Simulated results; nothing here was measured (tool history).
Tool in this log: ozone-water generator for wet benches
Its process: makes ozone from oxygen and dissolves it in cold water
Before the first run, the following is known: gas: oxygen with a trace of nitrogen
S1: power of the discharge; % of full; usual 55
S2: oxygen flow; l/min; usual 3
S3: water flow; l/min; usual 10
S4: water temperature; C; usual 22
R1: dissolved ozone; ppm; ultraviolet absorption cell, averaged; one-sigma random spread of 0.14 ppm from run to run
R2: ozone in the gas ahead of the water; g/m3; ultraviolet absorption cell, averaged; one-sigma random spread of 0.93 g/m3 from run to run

run    hour  S1    S2  S3  S4    R1     R2
  1       0  55     3  10  22  15.6  156.6
  2    99.6  55     3  10  22  15.6  155.7
  3   325.3  55     3  10  22  15.5  157.5
  4   473.4  55     3  10  22  15.6  157.4
      511.8  -- contactor cleaned
  5   635.1  55     3  10  22  15.3    157
  6   861.3  55     3  13  22  12.9  156.6
  7  1100.9  55     3  13  22  12.8  155.4
  8  1304.7  55     3  13  22  12.8  156.2
  9  1454.1  43     3  10  22  12.7  129.7
 10  1676.3  43     3  10  22  12.8  129.2
 11  1867.8  43     3  10  22  12.9  129.8
 12  2099.1  43     3  10  22  12.8  128.7
 13    2290  43     3  10  22  12.8  131.6
 14  2509.9  55     3  10  22  15.5  158.2
 15  2677.5  55     3  10  22  15.4  157.6
 16  2907.6  55  3.74  10  22  15.1  137.1
 17  3138.2  86  4.36  11  14  22.6  178.5
 18  3251.9  86  4.36  11  14  22.7    178
     3454.4  -- water thermometer calibrated
 19  3454.4  86  4.36  11  14  22.8  178.1
 20  3551.2  86  4.36  11  14  22.8  177.4
 21    3764  55     3   6  20    22  157.7
 22  3861.2  55     3   6  20  21.8  158.2
 23  4005.6  42  2.32  10  29  11.6  148.2
 24  4217.2  42  2.32  10  29  11.5  148.1
 25  4399.1  55  3.39  10  24  14.6    145
 26  4508.6  55  3.39  12  24  12.7    145
 27    4726  62  1.52   7  20  23.8  257.6
 28  4875.6  58  2.57  16  18  11.8  180.5
 29  4986.9  58  2.57  16  18  11.7  180.4
 30  5103.2  58  2.57  16  18  11.8  178.5
 31  5340.1  44  2.29   7  22    17  153.4
 32  5527.5  44  2.29   7  17  18.5  154.2

Forecast each of these 4 alternatives for the next run:
  A  5664.3  40     3  14  26   ?   ?
  B  5664.3  44  2.29   6  28   ?   ?
  C  5664.3  97  5.23   7  16   ?   ?
  D  5664.3  55  5.29  10  22   ?   ?

run    R1     R2
  A   8.8  122.1
  B  16.8  155.5
  C  30.1  177.7
  D  13.7  110.8
Without the tool's unlogged condition, the same runs would have read:
run    R1     R2
  A   8.9  122.2
  B  16.8  155.7
  C  30.2  178.1
  D  13.7    111
